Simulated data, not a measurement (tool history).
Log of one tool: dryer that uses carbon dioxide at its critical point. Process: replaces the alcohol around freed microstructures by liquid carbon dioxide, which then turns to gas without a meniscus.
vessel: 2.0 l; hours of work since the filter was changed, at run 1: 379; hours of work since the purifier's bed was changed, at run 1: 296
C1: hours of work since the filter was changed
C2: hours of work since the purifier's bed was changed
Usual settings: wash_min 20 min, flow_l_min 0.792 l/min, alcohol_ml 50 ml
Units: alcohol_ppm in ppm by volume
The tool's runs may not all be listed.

Run 1, hour 0: usual settings; C1 379; C2 296. Result: alcohol_ppm 127 ppm by volume.
Run 2, hour 9.4: usual settings; C1 385; C2 301. Result: alcohol_ppm 125 ppm by volume.
Run 3, hour 17.2: usual settings but flow_l_min 1.026 l/min; C1 390; C2 306. Result: alcohol_ppm 100 ppm by volume.
Run 4, hour 25.1: usual settings but flow_l_min 0.581 l/min; C1 394; C2 311. Result: alcohol_ppm 229 ppm by volume.
Run 5, hour 37.5: usual settings but flow_l_min 0.938 l/min; C1 402; C2 318. Result: alcohol_ppm 108 ppm by volume.
Run 6, hour 48.7: usual settings but flow_l_min 0.984 l/min; C1 408; C2 325. Result: alcohol_ppm 114 ppm by volume.
Run 7, hour 65.9: usual settings but alcohol_ml 70 ml; C1 418; C2 335. Result: alcohol_ppm 143 ppm by volume.
Run 8, hour 78.2: usual settings but alcohol_ml 70 ml; C1 426; C2 342. Result: alcohol_ppm 138 ppm by volume.
Run 9, hour 92.2: usual settings but wash_min 19 min, flow_l_min 1.165 l/min, alcohol_ml 70 ml; C1 434; C2 350. Result: alcohol_ppm 126 ppm by volume.
Run 10, hour 102.1: usual settings but wash_min 14 min, alcohol_ml 59 ml; C1 440; C2 356. Result: alcohol_ppm 306 ppm by volume.
Run 11, hour 112.3: usual settings but wash_min 21 min, flow_l_min 0.808 l/min, alcohol_ml 35 ml; C1 446; C2 362. Result: alcohol_ppm 143 ppm by volume.
Run 12, hour 122.7: usual settings but flow_l_min 1.284 l/min, alcohol_ml 27 ml; C1 452; C2 368. Result: alcohol_ppm 129 ppm by volume.
Run 13, hour 140.1: usual settings but wash_min 16 min, flow_l_min 1.224 l/min, alcohol_ml 84 ml; C1 462; C2 379. Result: alcohol_ppm 139 ppm by volume.
Run 14, hour 154.8: usual settings but wash_min 12 min, flow_l_min 0.751 l/min, alcohol_ml 84 ml; C1 471; C2 387. Result: alcohol_ppm 851 ppm by volume.

Hidden state or all else? Some run-to-run changes of alcohol_ppm, split into what the settings, what came in and random variation would give without the hidden state, and what is left for the hidden state (with any gauge scatter that isn't in both results):
The hidden state here: flow that reaches the vessel past the clogged filter, %; alcohol in the recycled carbon dioxide, ppm; drift of the gauge itself on alcohol_ppm, %.
Run 13 -> 14: wash_min 16 -> 12, flow_l_min 1.224 -> 0.751. alcohol_ppm +712 ppm by volume: hidden state +217, all else +495.
